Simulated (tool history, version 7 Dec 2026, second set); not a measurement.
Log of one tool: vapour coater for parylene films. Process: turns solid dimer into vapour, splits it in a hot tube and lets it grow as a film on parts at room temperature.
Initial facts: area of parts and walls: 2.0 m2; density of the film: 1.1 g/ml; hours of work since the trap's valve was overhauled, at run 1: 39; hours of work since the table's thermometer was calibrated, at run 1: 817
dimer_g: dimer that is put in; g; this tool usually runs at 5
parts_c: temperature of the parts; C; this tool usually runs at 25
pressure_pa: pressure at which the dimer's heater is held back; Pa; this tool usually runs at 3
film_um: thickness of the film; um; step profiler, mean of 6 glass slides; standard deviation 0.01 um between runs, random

run,hour,dimer_g,parts_c,pressure_pa,hours of work since the trap's valve was overhauled,hours of work since the table's thermometer was calibrated,film_um
1,0,5,25,3,39,817,1.88
2,17.8,5,25,3,52,830,1.9
3,42.1,5,25,3,70,848,1.87
4,59.9,5,25,3,84,861,1.86
5,88.1,5,25,3,104,882,1.86
6,103.9,5,25,3,116,894,1.87
7,119.7,5,25,3,128,905,1.86
8,156.1,5,25,3,155,932,1.89
9,191.7,5,25,3,181,959,1.87
10,217.7,3,18,3,200,978,1.31
11,248.8,3,30,6.28,223,1001,0.83
12,277.4,6,28,3,244,1022,2.05
13,305.3,6,28,7.54,265,1043,1.63
14,336.5,5,25,6.32,288,1066,1.54
15,351.9,5,25,6.32,300,1077,1.54
16,368.6,5,25,6.32,312,1090,1.54
17,385.7,5,25,6.32,325,1102,1.53
18,405.7,4,19,9.59,339,1117,1.28

Predict each of these 3 candidate next runs independently; none follows another, all start after run 18:
A,432.2,2,19,9.59,359,1137,?
B,432.2,4,19,5.65,359,1137,?
C,432.2,3,27,4.93,359,1137,?

run,film_um
A,0.64
B,1.47
C,0.93
With the hidden condition removed and each run's random variation left untouched, the same runs would have given:
run,film_um
A,0.67
B,1.54
C,0.98
